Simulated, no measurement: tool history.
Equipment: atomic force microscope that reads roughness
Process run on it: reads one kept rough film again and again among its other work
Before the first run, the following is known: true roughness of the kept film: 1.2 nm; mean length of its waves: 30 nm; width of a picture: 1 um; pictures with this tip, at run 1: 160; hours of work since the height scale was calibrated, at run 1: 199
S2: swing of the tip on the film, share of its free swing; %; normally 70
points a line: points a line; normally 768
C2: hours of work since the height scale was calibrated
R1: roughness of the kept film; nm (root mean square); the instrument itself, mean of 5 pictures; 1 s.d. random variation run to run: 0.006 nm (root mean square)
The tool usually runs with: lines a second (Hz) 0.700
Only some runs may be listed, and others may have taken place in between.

Run 1, hour 0.0: usual settings; pictures with this tip 160; C2 199. Result: R1 1.109 nm (root mean square).
At hour 7.5: new tip fitted.
Run 2, hour 17.9: usual settings; pictures with this tip 14; C2 207. Result: R1 1.118 nm (root mean square).
Run 3, hour 39.4: usual settings; pictures with this tip 43; C2 218. Result: R1 1.120 nm (root mean square).
Run 4, hour 52.1: usual settings; pictures with this tip 60; C2 224. Result: R1 1.112 nm (root mean square).
Run 5, hour 67.4: usual settings; pictures with this tip 81; C2 231. Result: R1 1.113 nm (root mean square).
Run 6, hour 83.5: usual settings but lines a second (Hz) 1.316; pictures with this tip 103; C2 239. Result: R1 1.085 nm (root mean square).
Run 7, hour 99.2: usual settings but lines a second (Hz) 1.316, points a line 283; pictures with this tip 124; C2 247. Result: R1 1.092 nm (root mean square).
Run 8, hour 110.0: usual settings but lines a second (Hz) 2.383, S2 85 %, points a line 952; pictures with this tip 138; C2 252. Result: R1 0.975 nm (root mean square).
Run 9, hour 122.4: usual settings but lines a second (Hz) 0.560, S2 71 %, points a line 984; pictures with this tip 155; C2 258. Result: R1 1.122 nm (root mean square).
At hour 134.3: new tip fitted.
Run 10, hour 139.9: usual settings but lines a second (Hz) 3.297, S2 65 %, points a line 932; pictures with this tip 8; C2 267. Result: R1 1.052 nm (root mean square).
Run 11, hour 150.7: usual settings but lines a second (Hz) 0.802, S2 61 %, points a line 647; pictures with this tip 22; C2 272. Result: R1 1.112 nm (root mean square).
Run 12, hour 165.0: usual settings but lines a second (Hz) 2.758, S2 76 %; pictures with this tip 42; C2 279. Result: R1 1.014 nm (root mean square).
Run 13, hour 178.6: usual settings but lines a second (Hz) 2.758, S2 76 %; pictures with this tip 60; C2 285. Result: R1 1.007 nm (root mean square).

What if the next run were any one of these 5? Each begins from the tool's condition after run 13:
Run A, hour 201.8: usual settings but lines a second (Hz) 1.067, points a line 327; pictures with this tip 91; C2 297. Result: R1 ?.
Run B, hour 201.8: usual settings but lines a second (Hz) 0.519, S2 78 %, points a line 289; pictures with this tip 91; C2 297. Result: R1 ?.
Run C, hour 201.8: usual settings but lines a second (Hz) 0.548, S2 65 %, points a line 965; pictures with this tip 91; C2 297. Result: R1 ?.
Run D, hour 201.8: usual settings but points a line 703; pictures with this tip 91; C2 297. Result: R1 ?.
Run E, hour 201.8: usual settings but lines a second (Hz) 2.866, S2 63 %; pictures with this tip 91; C2 297. Result: R1 ?.

run     R1
  A  1.095
  B  1.090
  C  1.125
  D  1.111
  E  1.081
Without the tool's hidden state the same runs would have given:
run     R1
  A  1.096
  B  1.091
  C  1.126
  D  1.112
  E  1.082

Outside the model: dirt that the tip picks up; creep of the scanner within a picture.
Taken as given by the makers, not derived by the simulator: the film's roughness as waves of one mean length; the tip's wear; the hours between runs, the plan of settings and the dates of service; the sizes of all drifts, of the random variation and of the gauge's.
